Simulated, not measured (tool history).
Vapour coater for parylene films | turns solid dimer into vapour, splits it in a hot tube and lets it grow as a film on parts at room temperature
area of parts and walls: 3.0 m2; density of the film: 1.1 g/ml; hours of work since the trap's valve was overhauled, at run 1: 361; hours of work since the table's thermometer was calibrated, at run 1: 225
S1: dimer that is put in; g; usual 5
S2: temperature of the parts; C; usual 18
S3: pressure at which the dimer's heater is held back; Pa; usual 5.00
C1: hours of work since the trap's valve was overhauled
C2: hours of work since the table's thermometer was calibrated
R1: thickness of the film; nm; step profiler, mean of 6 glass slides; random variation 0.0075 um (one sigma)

run     day  S1  S2     S3   C1   C2    R1
  1   0.000   5  18   5.00  361  225  1039
  2   0.396   5  18   5.00  366  230  1036
  3   1.250   5  18   5.00  377  242  1026
  4   2.092   5  18   5.00  389  253  1027
  5   2.571   5  22   5.00  395  260   931
  6   3.108   5  22   5.00  402  267   943
  7   3.875   5  22   5.00  413  277   918
  8   4.671   5  18   5.00  423  288  1036
  9   5.575   5  18   5.00  435  300  1019
 10   6.304   5  18   5.00  445  310  1013
 11   6.696   5  18   4.35  450  315  1033
 12   7.071   5  18  10.12  456  320   912
 13   7.650   5  27  10.12  463  328   747
 14   8.171   5  27  10.12  470  335   754
 15   8.583   3  18   5.00  476  340   622
 16   9.017   6  20  10.03  482  346  1062
 17   9.412   7  14   2.09  487  351  1771
 18   9.900   7  23   8.64  493  358  1164
 19  10.488   7  23   8.64  501  366  1185
 20  11.017   5  23   8.64  508  373   841
 21  11.675   7  16   4.07  517  382  1527
 22  12.408   7  16   4.07  527  392  1535
 23  13.212   5  12   5.00  538  402  1148
 24  13.975   4  11   2.36  548  413  1058
 25  14.721   9  29   6.67  558  423  1354
 26  15.592   9  13   6.67  570  434  1951
 27  16.262   9  13   6.67  579  443  1943
 28  16.912   5  13   5.79  588  452  1099
 29  17.758   8  13   2.67  599  463  1962

Forecast each of these 3 alternatives for the next run:
  A  18.525   8  22   7.91  609  474   ?
  B  18.525   8  13  11.89  609  474   ?
  C  18.525   8  12   8.80  609  474   ?

run    R1
  A  1363
  B  1580
  C  1693
Without the tool's hidden state the same runs would have given:
run    R1
  A  1488
  B  1724
  C  1846

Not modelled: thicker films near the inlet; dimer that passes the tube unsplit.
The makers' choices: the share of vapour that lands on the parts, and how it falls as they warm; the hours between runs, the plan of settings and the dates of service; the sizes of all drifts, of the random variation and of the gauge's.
